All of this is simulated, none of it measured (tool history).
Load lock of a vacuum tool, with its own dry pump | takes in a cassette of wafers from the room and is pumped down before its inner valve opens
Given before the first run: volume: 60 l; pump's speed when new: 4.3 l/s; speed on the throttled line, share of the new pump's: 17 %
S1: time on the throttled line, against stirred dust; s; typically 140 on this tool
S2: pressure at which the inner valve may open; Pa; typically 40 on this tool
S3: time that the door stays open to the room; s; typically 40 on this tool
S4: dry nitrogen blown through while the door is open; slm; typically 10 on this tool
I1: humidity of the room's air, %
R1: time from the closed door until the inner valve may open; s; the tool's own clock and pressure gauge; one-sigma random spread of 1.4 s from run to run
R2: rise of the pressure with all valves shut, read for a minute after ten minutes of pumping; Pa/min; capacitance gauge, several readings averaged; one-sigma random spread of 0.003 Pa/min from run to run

run 1 hour=0 | S1=140 S2=40 S3=40 S4=10 | I1=43.2 | R1=225.9 R2=0.032
run 2 hour=331.4 | S1=140 S2=40 S3=40 S4=10 | I1=46.3 | R1=224.4 R2=0.037
run 3 hour=916.6 | S1=140 S2=40 S3=40 S4=10 | I1=45.4 | R1=227.9 R2=0.034
run 4 hour=1221.9 | S1=140 S2=40 S3=40 S4=10 | I1=45.7 | R1=225.6 R2=0.038
run 5 hour=1659.6 | S1=140 S2=40 S3=40 S4=10 | I1=46.2 | R1=227.8 R2=0.035
run 6 hour=1970.1 | S1=140 S2=40 S3=40 S4=10 | I1=48.6 | R1=224.2 R2=0.041
run 7 hour=2339.8 | S1=140 S2=40 S3=40 S4=9 | I1=45.3 | R1=225.3 R2=0.04
run 8 hour=2722.2 | S1=140 S2=40 S3=29 S4=16 | I1=44.4 | R1=225.9 R2=0.024
run 9 hour=3349.6 | S1=140 S2=40 S3=29 S4=16 | I1=41.7 | R1=226 R2=0.016
run 10 hour=4015.1 | S1=140 S2=40 S3=119 S4=38 | I1=44 | R1=223.9 R2=0.038
run 11 hour=4542.9 | S1=140 S2=40 S3=119 S4=38 | I1=45 | R1=223.4 R2=0.036

4 options for the next run, each taken on its own from the tool as it stands now. Forecast them:
run A hour=5047.6 | S1=85 S2=40 S3=36 S4=10 | I1=46 | R1=? R2=?
run B hour=5047.6 | S1=102 S2=78 S3=53 S4=10 | I1=45.1 | R1=? R2=?
run C hour=5047.6 | S1=140 S2=40 S3=40 S4=12 | I1=49.9 | R1=? R2=?
run D hour=5047.6 | S1=140 S2=46 S3=40 S4=10 | I1=45.2 | R1=? R2=?

run=A R1=180.3 R2=0.03
run=B R1=183 R2=0.039
run=C R1=227.2 R2=0.038
run=D R1=223.3 R2=0.034
What these runs would have given with no unlogged condition in the tool:
run=A R1=180.2 R2=0.029
run=B R1=183 R2=0.039
run=C R1=227.1 R2=0.037
run=D R1=223.2 R2=0.034

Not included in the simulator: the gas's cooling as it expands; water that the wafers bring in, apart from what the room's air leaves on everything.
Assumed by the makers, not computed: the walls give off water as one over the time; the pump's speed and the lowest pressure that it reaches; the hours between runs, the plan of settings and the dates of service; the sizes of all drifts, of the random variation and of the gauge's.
